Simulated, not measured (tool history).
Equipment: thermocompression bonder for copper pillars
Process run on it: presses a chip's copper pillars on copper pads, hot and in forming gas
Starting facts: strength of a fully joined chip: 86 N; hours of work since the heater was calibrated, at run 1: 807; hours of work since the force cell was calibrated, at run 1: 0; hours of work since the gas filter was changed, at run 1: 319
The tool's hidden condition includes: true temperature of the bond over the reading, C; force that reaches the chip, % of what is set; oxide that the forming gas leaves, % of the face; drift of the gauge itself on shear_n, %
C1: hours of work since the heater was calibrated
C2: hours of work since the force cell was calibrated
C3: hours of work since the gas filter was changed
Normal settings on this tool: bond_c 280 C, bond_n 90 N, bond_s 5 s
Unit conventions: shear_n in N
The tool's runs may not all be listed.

Run 1, day 0.000: usual settings; C1 807; C2 0; C3 319. Result: shear_n 52.7 N.
At day 0.192: forming gas filter changed.
Run 2, day 1.012: usual settings; C1 825; C2 18; C3 15. Result: shear_n 60.2 N.
Run 3, day 2.483: usual settings but bond_s 3 s; C1 852; C2 45; C3 42. Result: shear_n 52.1 N.
Run 4, day 4.154: usual settings but bond_s 3 s; C1 882; C2 76; C3 73. Result: shear_n 49.5 N.
At day 4.954: heater calibrated with a thermocouple chip.
Run 5, day 5.583: usual settings but bond_s 3 s; C1 12; C2 100; C3 97. Result: shear_n 48.7 N.
Run 6, day 7.088: usual settings but bond_s 3 s; C1 39; C2 128; C3 125. Result: shear_n 48.0 N.
Run 7, day 8.875: usual settings but bond_s 3 s; C1 72; C2 161; C3 157. Result: shear_n 46.9 N.
Run 8, day 10.775: usual settings but bond_n 86 N; C1 107; C2 195; C3 192. Result: shear_n 52.8 N.
Run 9, day 11.812: usual settings but bond_n 86 N; C1 126; C2 214; C3 211. Result: shear_n 52.8 N.
Run 10, day 13.492: usual settings but bond_s 4 s; C1 156; C2 245; C3 242. Result: shear_n 51.0 N.
Run 11, day 14.850: usual settings but bond_c 302 C, bond_n 58 N, bond_s 7 s; C1 181; C2 270; C3 267. Result: shear_n 59.3 N.
Run 12, day 16.396: usual settings but bond_c 254 C, bond_n 86 N; C1 210; C2 298; C3 295. Result: shear_n 37.4 N.
At day 17.938: forming gas filter changed.
Run 13, day 17.946: usual settings but bond_c 254 C, bond_n 86 N; C1 238; C2 326; C3 0. Result: shear_n 40.5 N.
Run 14, day 19.246: usual settings but bond_c 254 C, bond_n 86 N; C1 261; C2 350; C3 24. Result: shear_n 40.3 N.
Run 15, day 21.100: usual settings but bond_c 287 C, bond_n 75 N; C1 295; C2 384; C3 58. Result: shear_n 56.1 N.
Run 16, day 22.421: usual settings but bond_c 254 C, bond_n 133 N, bond_s 4 s; C1 319; C2 408; C3 82. Result: shear_n 47.4 N.
Run 17, day 23.629: usual settings but bond_n 56 N, bond_s 3 s; C1 342; C2 430; C3 104. Result: shear_n 37.2 N.

5 options for the next run, each taken on its own from the tool as it stands now. Forecast them:
Run A, day 24.938: usual settings but bond_c 272 C, bond_n 56 N, bond_s 3 s; C1 366; C2 454; C3 128. Result: shear_n ?.
Run B, day 24.938: usual settings but bond_c 276 C, bond_n 75 N; C1 366; C2 454; C3 128. Result: shear_n ?.
Run C, day 24.938: usual settings but bond_n 57 N, bond_s 3 s; C1 366; C2 454; C3 128. Result: shear_n ?.
Run D, day 24.938: usual settings but bond_n 68 N, bond_s 3 s; C1 366; C2 454; C3 128. Result: shear_n ?.
Run E, day 24.938: usual settings but bond_c 289 C, bond_n 56 N, bond_s 3 s; C1 366; C2 454; C3 128. Result: shear_n ?.

run  shear_n
  A     33.5
  B     49.3
  C     37.1
  D     41.4
  E     40.7
Without the tool's unlogged condition, the same runs would have read:
run  shear_n
  A     34.9
  B     51.3
  C     38.7
  D     43.1
  E     42.5

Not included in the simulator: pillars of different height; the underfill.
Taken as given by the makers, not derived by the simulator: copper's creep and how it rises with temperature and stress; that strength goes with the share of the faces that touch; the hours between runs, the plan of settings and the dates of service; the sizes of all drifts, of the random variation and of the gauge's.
